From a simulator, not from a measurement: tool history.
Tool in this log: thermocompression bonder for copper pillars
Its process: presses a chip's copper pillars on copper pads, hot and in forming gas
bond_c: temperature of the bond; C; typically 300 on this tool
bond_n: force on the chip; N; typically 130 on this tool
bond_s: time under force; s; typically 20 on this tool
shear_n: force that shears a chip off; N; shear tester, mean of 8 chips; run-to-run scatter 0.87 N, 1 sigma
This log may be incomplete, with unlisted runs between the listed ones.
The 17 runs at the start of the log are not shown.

run,hour,bond_c,bond_n,bond_s,shear_n
18,141.8,300,171,20,85.9
19,148,287,188,28,86.8
20,157.3,287,188,28,85.1
21,166.2,307,180,20,93.5
22,175.7,327,110,20,89
23,183,280,169,20,68.9
24,191.1,300,111,13,56.9
25,197.7,300,111,13,60.2
26,204.6,300,111,13,59.3
27,211.3,322,106,12,71.6
28,219.3,322,106,12,72.9

Predict the results of run 29:
29,228.8,322,106,12,?

shear_n: 73.2 N
If the tool had no hidden condition, the same run with the same run-to-run variation would have returned shear_n 69.7 N.

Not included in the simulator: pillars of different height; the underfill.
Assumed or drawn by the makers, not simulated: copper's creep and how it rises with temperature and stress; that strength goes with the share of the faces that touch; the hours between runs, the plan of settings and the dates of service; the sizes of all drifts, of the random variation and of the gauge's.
